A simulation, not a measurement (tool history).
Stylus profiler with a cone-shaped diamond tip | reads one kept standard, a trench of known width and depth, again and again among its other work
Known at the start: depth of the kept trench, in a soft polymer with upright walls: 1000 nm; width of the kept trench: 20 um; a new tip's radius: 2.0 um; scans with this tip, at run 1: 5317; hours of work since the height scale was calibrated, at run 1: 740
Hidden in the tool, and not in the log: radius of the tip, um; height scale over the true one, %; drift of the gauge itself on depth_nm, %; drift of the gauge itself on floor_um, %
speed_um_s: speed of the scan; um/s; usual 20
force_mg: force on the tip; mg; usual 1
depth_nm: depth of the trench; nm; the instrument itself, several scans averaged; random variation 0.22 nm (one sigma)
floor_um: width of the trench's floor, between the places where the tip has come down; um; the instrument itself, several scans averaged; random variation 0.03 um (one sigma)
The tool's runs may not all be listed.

run,hour,speed_um_s,force_mg,scans with this tip,hours of work since the height scale was calibrated,depth_nm,floor_um
1,0,20,1,5317,740,1009.47,14.92
2,39.9,66,1,5513,767,1009.44,14.57
3,79.9,66,1,5711,795,1009.44,14.53
4,121.9,66,0.45,5918,824,1007.54,14.28
# hour 143.6: height scale calibrated on a step standard
5,166.3,66,0.45,6135,16,1003.43,14.24
6,192.7,66,0.45,6265,34,1002.97,14.18
7,218.3,66,0.45,6392,51,1003.28,14.11
8,238.3,66,0.45,6490,65,1003.16,14.11
9,274.1,66,0.45,6667,90,1003.39,14.11
10,314.6,20,1,6867,117,1005.66,14.54
11,352.5,20,1,7054,143,1005.41,14.5
12,395,20,1,7264,173,1005.32,14.48
13,437.8,20,1,7475,202,1005.96,14.36
14,456.1,20,1,7565,215,1005.92,14.38
15,475,20,1,7659,228,1006.2,14.39
16,513.4,20,1,7848,254,1006.01,14.33
17,550.1,20,1.62,8029,279,1008.04,14.34
18,589.1,20,1,8221,306,1006.26,14.21
19,613.8,62,0.39,8344,323,1004.48,13.73
20,650.2,62,0.39,8523,348,1004.37,13.7
21,694.8,62,0.39,8743,379,1005.06,13.62
22,732.7,62,0.39,8930,405,1004.64,13.62
23,751.4,10,1.55,9023,417,1008.88,14.17
24,792.1,10,1.18,9224,445,1007.94,14.16
25,819.3,27,0.57,9358,464,1005.6,13.94
26,850.8,27,0.57,9513,486,1006.04,13.9
27,877.4,61,0.49,9645,504,1005.87,13.5
# hour 881.9: new tip fitted, height scale calibrated
28,919.8,37,1.91,187,26,1006.42,16.42
29,946,37,1.91,316,44,1007.19,16.29
30,985.8,37,1.91,513,71,1006.9,16.28
31,1023.4,6,0.4,698,97,1002.96,16.25
32,1052,21,0.58,840,117,1003.77,16.17
33,1075.5,58,1.89,955,133,1007.46,15.98
34,1117.6,33,0.91,1163,162,1004.9,16.02
35,1138.9,13,1,1268,176,1005.06,16.05
36,1163.2,13,1,1388,193,1005.28,16.05

Measured less the same run without the tool's hidden state. The same run-to-run variation is in both; the gauge's scatter may not be:
run,depth_nm,floor_um
1,+4.49,-1.5
2,+4.62,-1.54
3,+4.76,-1.59
4,+4.91,-1.64
5,+0.32,-1.69
6,+0.41,-1.73
7,+0.52,-1.75
8,+0.58,-1.78
9,+0.72,-1.81
10,+0.87,-1.85
11,+0.99,-1.9
12,+1.14,-1.95
13,+1.3,-1.99
14,+1.37,-2.01
15,+1.44,-2.03
16,+1.57,-2.07
17,+1.7,-2.11
18,+1.84,-2.15
19,+1.92,-2.17
20,+2.05,-2.22
21,+2.22,-2.27
22,+2.35,-2.31
23,+2.42,-2.32
24,+2.55,-2.35
25,+2.63,-2.39
26,+2.75,-2.42
27,+2.84,-2.44
28,-0.28,+0.02
29,-0.19,-0.04
30,-0.05,-0.1
31,+0.08,-0.16
32,+0.19,-0.2
33,+0.27,-0.24
34,+0.4,-0.3
35,+0.48,-0.34
36,+0.57,-0.37
